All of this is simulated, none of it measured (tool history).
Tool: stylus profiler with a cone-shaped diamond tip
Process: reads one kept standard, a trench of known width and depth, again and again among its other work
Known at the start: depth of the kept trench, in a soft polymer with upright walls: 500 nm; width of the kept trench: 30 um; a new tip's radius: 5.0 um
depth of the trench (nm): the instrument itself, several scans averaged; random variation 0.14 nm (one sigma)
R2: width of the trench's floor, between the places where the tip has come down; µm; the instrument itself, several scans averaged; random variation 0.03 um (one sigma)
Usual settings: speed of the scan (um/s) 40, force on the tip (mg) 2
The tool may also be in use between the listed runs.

{"run": 1, "hour": 0.0, "speed of the scan (um/s)": 40, "force on the tip (mg)": 2, "depth of the trench (nm)": 505.93, "R2": 25.22}
{"run": 2, "hour": 16.2, "speed of the scan (um/s)": 40, "force on the tip (mg)": 2, "depth of the trench (nm)": 506.08, "R2": 25.16}
{"run": 3, "hour": 28.7, "speed of the scan (um/s)": 40, "force on the tip (mg)": 2, "depth of the trench (nm)": 506.33, "R2": 25.2}
{"run": 4, "hour": 38.4, "speed of the scan (um/s)": 40, "force on the tip (mg)": 2, "depth of the trench (nm)": 506.09, "R2": 25.17}
{"run": 5, "hour": 56.5, "speed of the scan (um/s)": 40, "force on the tip (mg)": 2, "depth of the trench (nm)": 505.78, "R2": 25.17}
{"run": 6, "hour": 75.4, "speed of the scan (um/s)": 40, "force on the tip (mg)": 2, "depth of the trench (nm)": 505.88, "R2": 25.13}
{"run": 7, "hour": 85.1, "speed of the scan (um/s)": 40, "force on the tip (mg)": 2, "depth of the trench (nm)": 505.74, "R2": 25.2}
{"run": 8, "hour": 104.7, "speed of the scan (um/s)": 40, "force on the tip (mg)": 2, "depth of the trench (nm)": 505.79, "R2": 25.16}
{"run": 9, "hour": 118.5, "speed of the scan (um/s)": 40, "force on the tip (mg)": 2, "depth of the trench (nm)": 505.89, "R2": 25.14}
{"run": 10, "hour": 136.6, "speed of the scan (um/s)": 40, "force on the tip (mg)": 2, "depth of the trench (nm)": 505.96, "R2": 25.18}
{"run": 11, "hour": 153.9, "speed of the scan (um/s)": 40, "force on the tip (mg)": 2, "depth of the trench (nm)": 505.81, "R2": 25.14}
{"run": 12, "hour": 168.2, "speed of the scan (um/s)": 40, "force on the tip (mg)": 2, "depth of the trench (nm)": 505.81, "R2": 25.13}
{"run": 13, "hour": 180.6, "speed of the scan (um/s)": 40, "force on the tip (mg)": 2, "depth of the trench (nm)": 505.81, "R2": 25.15}
{"run": 14, "hour": 201.2, "speed of the scan (um/s)": 40, "force on the tip (mg)": 2, "depth of the trench (nm)": 505.77, "R2": 25.12}
{"run": 15, "hour": 217.1, "speed of the scan (um/s)": 40, "force on the tip (mg)": 2, "depth of the trench (nm)": 505.75, "R2": 25.09}
{"run": 16, "hour": 226.0, "speed of the scan (um/s)": 40, "force on the tip (mg)": 2, "depth of the trench (nm)": 505.65, "R2": 25.09}
{"run": 17, "hour": 245.9, "speed of the scan (um/s)": 40, "force on the tip (mg)": 3.53, "depth of the trench (nm)": 508.82, "R2": 25.14}
{"run": 18, "hour": 262.7, "speed of the scan (um/s)": 40, "force on the tip (mg)": 3.53, "depth of the trench (nm)": 508.93, "R2": 25.24}
{"run": 19, "hour": 280.3, "speed of the scan (um/s)": 58, "force on the tip (mg)": 1.95, "depth of the trench (nm)": 505.69, "R2": 25.02}
{"run": 20, "hour": 298.2, "speed of the scan (um/s)": 64, "force on the tip (mg)": 1.48, "depth of the trench (nm)": 504.43, "R2": 24.95}
{"hour": 299.7, "done": "height scale calibrated on a step standard"}
{"run": 21, "hour": 309.5, "speed of the scan (um/s)": 30, "force on the tip (mg)": 0.9, "depth of the trench (nm)": 502.77, "R2": 25.06}
{"run": 22, "hour": 318.7, "speed of the scan (um/s)": 10, "force on the tip (mg)": 3, "depth of the trench (nm)": 507.5, "R2": 25.32}
{"run": 23, "hour": 334.5, "speed of the scan (um/s)": 109, "force on the tip (mg)": 2.8, "depth of the trench (nm)": 507.03, "R2": 24.82}

Run 24 comes next. What will it give?
{"run": 24, "hour": 349.5, "speed of the scan (um/s)": 40, "force on the tip (mg)": 0.91, "depth of the trench (nm)": "?", "R2": "?"}

depth of the trench (nm): 503.22
R2: 25.06 µm
Without the tool's hidden state the same run would have given depth of the trench (nm) 504.36, R2 25.38 µm.
